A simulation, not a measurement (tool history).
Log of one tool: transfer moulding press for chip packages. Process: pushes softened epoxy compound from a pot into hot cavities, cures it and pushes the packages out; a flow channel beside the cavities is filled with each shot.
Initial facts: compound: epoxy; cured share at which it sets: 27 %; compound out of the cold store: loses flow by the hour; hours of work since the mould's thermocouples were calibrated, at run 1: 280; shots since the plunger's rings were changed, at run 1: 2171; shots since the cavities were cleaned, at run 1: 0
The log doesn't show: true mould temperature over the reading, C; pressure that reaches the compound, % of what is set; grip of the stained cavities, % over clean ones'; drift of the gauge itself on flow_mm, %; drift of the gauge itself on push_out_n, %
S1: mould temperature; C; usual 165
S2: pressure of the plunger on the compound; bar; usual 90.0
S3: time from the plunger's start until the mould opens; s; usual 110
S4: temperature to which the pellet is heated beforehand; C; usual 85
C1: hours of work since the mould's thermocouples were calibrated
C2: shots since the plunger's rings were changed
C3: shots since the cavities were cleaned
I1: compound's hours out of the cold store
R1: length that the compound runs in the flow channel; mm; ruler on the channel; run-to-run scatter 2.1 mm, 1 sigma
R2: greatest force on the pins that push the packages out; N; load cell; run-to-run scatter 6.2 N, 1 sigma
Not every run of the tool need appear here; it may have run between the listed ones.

run,hour,S1,S2,S3,S4,C1,C2,C3,I1,R1,R2
1,0.0,165,90.0,110,85,280,2171,0,40.3,685,225
2,43.2,165,90.0,110,85,309,2687,516,45.9,662,410
# hour 77.5: cavities cleaned with cleaning compound and waxed
3,114.4,165,90.0,110,85,357,3519,441,39.3,683,425
4,145.9,165,90.0,110,85,379,3896,818,22.2,756,460
# hour 156.4: cavities cleaned with cleaning compound and waxed
5,206.4,165,90.0,110,85,419,4600,597,39.3,678,428
# hour 237.2: cavities cleaned with cleaning compound and waxed
6,274.8,165,90.0,110,85,465,5399,449,18.4,761,446
# hour 310.6: plunger's sealing rings changed
# hour 318.4: cavities cleaned with cleaning compound and waxed
7,322.9,165,90.0,110,93,495,130,55,37.6,709,274
8,360.8,165,90.0,110,84,521,582,507,46.6,672,419
# hour 397.6: cavities cleaned with cleaning compound and waxed
9,423.5,165,90.0,110,84,563,1313,310,27.2,752,377
10,457.2,165,90.0,110,84,586,1715,712,42.8,686,462
# hour 475.8: cavities cleaned with cleaning compound and waxed
11,496.6,165,90.0,110,84,612,2169,250,40.7,684,366
12,549.7,165,90.0,110,84,648,2803,884,47.1,657,469
# hour 555.1: cavities cleaned with cleaning compound and waxed
13,596.2,165,90.0,110,84,679,3340,492,47.9,651,438
# hour 634.3: cavities cleaned with cleaning compound and waxed
14,638.6,165,90.0,110,84,707,3828,50,23.4,749,277
15,689.1,165,70.8,110,87,741,4432,654,13.0,704,456
# hour 711.9: cavities cleaned with cleaning compound and waxed
16,747.6,165,70.8,110,87,780,5112,426,24.3,652,429
# hour 789.7: cavities cleaned with cleaning compound and waxed
17,789.7,160,88.3,93,77,808,5597,0,43.1,663,317
# hour 810.1: plunger's sealing rings changed
# hour 839.5: mould's thermocouples calibrated
18,855.8,160,88.3,93,77,11,522,736,24.8,766,740
# hour 873.2: cavities cleaned with cleaning compound and waxed
19,892.6,160,88.3,93,77,35,944,232,28.0,752,545
# hour 952.4: cavities cleaned with cleaning compound and waxed
20,955.7,160,88.3,93,77,77,1680,39,10.3,824,402
21,994.0,165,95.7,116,87,104,2137,496,39.6,711,427
# hour 1029.8: cavities cleaned with cleaning compound and waxed
22,1029.8,165,95.7,116,87,127,2546,0,37.5,714,241
23,1064.3,165,95.7,116,87,151,2959,413,34.6,729,406
24,1104.2,165,95.7,125,87,178,3435,889,8.8,841,457
# hour 1111.3: cavities cleaned with cleaning compound and waxed
25,1147.5,162,95.7,125,94,207,3935,432,42.2,697,437
# hour 1192.2: cavities cleaned with cleaning compound and waxed
26,1199.6,162,95.7,125,94,241,4539,88,46.9,676,272
27,1265.0,166,96.8,137,76,286,5320,869,27.5,745,445

For some of the steps in R1 from one run to the next: how much would appear even if the tool had no hidden state, given the settings, what came in and random variation, and how much remains for the hidden state plus any gauge scatter that the measured result and the result without hidden state don't share?
Run 6 -> 7: S4 85 -> 93, plunger's sealing rings changed, cavities cleaned with cleaning compound and waxed. R1 -52 mm: hidden state +32, all else -84.
Run 17 -> 18: plunger's sealing rings changed, mould's thermocouples calibrated. R1 +103 mm: hidden state +26, all else +77.
Run 20 -> 21: S1 160 -> 165, S2 88.3 -> 95.7, S3 93 -> 116, S4 77 -> 87. R1 -113 mm: hidden state -1, all else -112.
Run 24 -> 25: S1 165 -> 162, S4 87 -> 94, cavities cleaned with cleaning compound and waxed. R1 -144 mm: hidden state +2, all else -146.
